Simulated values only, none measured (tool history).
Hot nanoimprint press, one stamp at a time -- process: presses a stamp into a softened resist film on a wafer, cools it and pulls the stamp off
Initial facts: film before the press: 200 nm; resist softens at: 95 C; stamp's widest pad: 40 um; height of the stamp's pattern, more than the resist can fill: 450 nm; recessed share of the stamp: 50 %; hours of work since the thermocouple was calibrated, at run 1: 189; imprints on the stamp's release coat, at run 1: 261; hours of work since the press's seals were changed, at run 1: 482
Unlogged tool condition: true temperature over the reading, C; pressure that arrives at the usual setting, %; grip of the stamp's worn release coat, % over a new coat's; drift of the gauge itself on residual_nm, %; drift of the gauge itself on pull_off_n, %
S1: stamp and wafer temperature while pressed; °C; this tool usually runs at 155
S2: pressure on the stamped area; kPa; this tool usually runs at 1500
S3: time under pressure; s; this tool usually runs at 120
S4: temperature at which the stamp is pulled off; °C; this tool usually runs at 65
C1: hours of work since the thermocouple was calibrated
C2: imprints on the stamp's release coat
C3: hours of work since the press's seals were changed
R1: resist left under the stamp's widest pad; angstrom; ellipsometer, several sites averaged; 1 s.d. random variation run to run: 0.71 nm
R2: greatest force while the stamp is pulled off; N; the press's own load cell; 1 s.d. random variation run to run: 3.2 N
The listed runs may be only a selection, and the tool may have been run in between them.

{"run": 1, "hour": 0.0, "S1": 155, "S2": 1500, "S3": 120, "S4": 65, "C1": 189, "C2": 261, "C3": 482, "R1": 832, "R2": 156}
{"run": 2, "hour": 31.8, "S1": 155, "S2": 1500, "S3": 120, "S4": 65, "C1": 214, "C2": 354, "C3": 507, "R1": 813, "R2": 149}
{"run": 3, "hour": 71.5, "S1": 155, "S2": 1500, "S3": 119, "S4": 65, "C1": 244, "C2": 470, "C3": 537, "R1": 814, "R2": 149}
{"run": 4, "hour": 126.1, "S1": 155, "S2": 1500, "S3": 120, "S4": 65, "C1": 286, "C2": 630, "C3": 579, "R1": 803, "R2": 153}
{"run": 5, "hour": 180.3, "S1": 155, "S2": 1500, "S3": 87, "S4": 65, "C1": 327, "C2": 788, "C3": 621, "R1": 888, "R2": 152}
{"run": 6, "hour": 231.9, "S1": 155, "S2": 1500, "S3": 87, "S4": 65, "C1": 367, "C2": 939, "C3": 660, "R1": 889, "R2": 164}
{"run": 7, "hour": 265.3, "S1": 155, "S2": 1500, "S3": 120, "S4": 51, "C1": 393, "C2": 1037, "C3": 686, "R1": 775, "R2": 237}
{"run": 8, "hour": 318.2, "S1": 148, "S2": 1500, "S3": 120, "S4": 65, "C1": 433, "C2": 1192, "C3": 726, "R1": 1057, "R2": 162}
{"run": 9, "hour": 345.0, "S1": 144, "S2": 900, "S3": 88, "S4": 55, "C1": 454, "C2": 1270, "C3": 747, "R1": 1600, "R2": 225}
{"hour": 353.1, "done": "plate thermocouple calibrated"}
{"run": 10, "hour": 383.7, "S1": 164, "S2": 2020, "S3": 194, "S4": 58, "C1": 23, "C2": 1375, "C3": 774, "R1": 351, "R2": 193}
{"run": 11, "hour": 420.0, "S1": 164, "S2": 2020, "S3": 194, "S4": 58, "C1": 51, "C2": 1481, "C3": 802, "R1": 360, "R2": 198}
{"hour": 480.9, "done": "plate thermocouple calibrated, once more"}
{"run": 12, "hour": 480.9, "S1": 164, "S2": 2020, "S3": 194, "S4": 58, "C1": 0, "C2": 1650, "C3": 846, "R1": 421, "R2": 223}
{"hour": 540.4, "done": "press's hydraulic seals changed and the load cell set to zero"}
{"run": 13, "hour": 541.9, "S1": 150, "S2": 2020, "S3": 194, "S4": 55, "C1": 41, "C2": 1806, "C3": 1, "R1": 754, "R2": 243}
{"run": 14, "hour": 574.2, "S1": 150, "S2": 2020, "S3": 194, "S4": 55, "C1": 65, "C2": 1900, "C3": 26, "R1": 753, "R2": 248}
{"run": 15, "hour": 632.0, "S1": 150, "S2": 2020, "S3": 194, "S4": 55, "C1": 110, "C2": 2069, "C3": 70, "R1": 741, "R2": 249}

Predict each of these 4 candidate next runs independently; none follows another, all start after run 15:
{"run": "A", "hour": 680.9, "S1": 143, "S2": 2020, "S3": 194, "S4": 53, "C1": 147, "C2": 2212, "C3": 108, "R1": "?", "R2": "?"}
{"run": "B", "hour": 680.9, "S1": 152, "S2": 2020, "S3": 194, "S4": 71, "C1": 147, "C2": 2212, "C3": 108, "R1": "?", "R2": "?"}
{"run": "C", "hour": 680.9, "S1": 155, "S2": 2340, "S3": 111, "S4": 65, "C1": 147, "C2": 2212, "C3": 108, "R1": "?", "R2": "?"}
{"run": "D", "hour": 680.9, "S1": 150, "S2": 1110, "S3": 67, "S4": 55, "C1": 147, "C2": 2212, "C3": 108, "R1": "?", "R2": "?"}

run=A R1=1035 R2=264
run=B R1=677 R2=161
run=C R1=646 R2=192
run=D R1=1365 R2=264
Stripped of hidden state, with their random variation kept, the same runs would have yielded:
run=A R1=1063 R2=201
run=B R1=695 R2=124
run=C R1=661 R2=147
run=D R1=1393 R2=201
